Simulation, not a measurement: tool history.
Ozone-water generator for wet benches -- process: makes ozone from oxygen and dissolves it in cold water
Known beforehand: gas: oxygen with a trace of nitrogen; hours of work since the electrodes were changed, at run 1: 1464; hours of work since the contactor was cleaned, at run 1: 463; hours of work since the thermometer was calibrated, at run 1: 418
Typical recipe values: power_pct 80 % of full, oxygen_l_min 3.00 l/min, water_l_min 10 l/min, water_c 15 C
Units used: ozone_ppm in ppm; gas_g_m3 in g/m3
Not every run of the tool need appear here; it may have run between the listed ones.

run   hour  power_pct  oxygen_l_min  water_l_min  water_c  hours of work since the electrodes were changed  hours of work since the contactor was cleaned  hours of work since the thermometer was calibrated  ozone_ppm  gas_g_m3
  1    0.0         80          3.00           10       15                                             1464                                            463                                                 418       25.2     199.0
  2   21.9         80          3.00           10       15                                             1485                                            484                                                 439       25.5     199.8
  3   63.3         80          3.00           10       15                                             1524                                            523                                                 478       25.2     196.7
  4  105.9         80          3.00           10       15                                             1564                                            563                                                 518       25.5     199.9
  5  129.4         80          3.00           10       15                                             1587                                            585                                                 541       25.6     198.0
  6  157.4         80          3.00           10       15                                             1613                                            612                                                 567       25.3     200.1
  7  199.1         91          3.00           10       15                                             1652                                            651                                                 606       27.7     219.9
  8  217.0         91          3.00           10       15                                             1669                                            668                                                 623       27.9     217.8
  9  248.7         91          3.00           10       15                                             1699                                            698                                                 653       28.0     216.6
 10  279.0         91          3.00           10       15                                             1728                                            726                                                 682       27.2     218.3
 11  305.4         91          3.00           11       15                                             1753                                            751                                                 707       26.1     220.2
 12  334.9         80          3.00           10       15                                             1781                                            779                                                 735       25.1     200.3
 13  367.8         80          2.19           10       15                                             1812                                            810                                                 766       23.6     221.5
 14  392.9         80          2.19           10       15                                             1836                                            834                                                 789       23.4     223.2
 15  435.2         49          2.71            8        8                                             1876                                            874                                                 830       22.4     142.3
 16  475.2         49          2.71            8       15                                             1913                                            912                                                 867       20.0     143.4
 17  497.6         49          2.71            8       15                                             1935                                            933                                                 888       19.9     143.6
 18  539.5         49          2.71            8       15                                             1974                                            973                                                 928       20.1     144.2
 19  578.8         49          2.71            8       15                                             2011                                           1010                                                 965       19.9     144.3
 20  600.2         49          2.71            8       15                                             2031                                           1030                                                 985       20.0     145.4
 21  626.2         80          3.10           10       15                                             2056                                           1055                                                1010       25.7     197.5
 22  651.7         80          3.10           10       15                                             2080                                           1079                                                1034       25.3     199.1
 23  694.2         71          1.71            7       15                                             2120                                           1119                                                1074       26.4     222.9
 24  722.8         80          3.00           10       20                                             2147                                           1146                                                1101       23.2     202.8
 25  756.6         80          3.26            9       15                                             2179                                           1178                                                1133       27.4     197.0
 26  794.9         43          3.00           10        8                                             2215                                           1214                                                1169       17.3     125.3
 27  818.9         43          2.24            9       18                                             2238                                           1237                                                1192       15.3     140.8

Forecast run 28:
 28  858.7         43          1.75            9       10                                             2276                                           1274                                                1230          ?         ?

{"run 28": {"ozone_ppm": 15.7, "gas_g_m3": 153.9}}
Minus the tool's unlogged condition, the same run would have read ozone_ppm 15.7 ppm, gas_g_m3 151.0 g/m3.
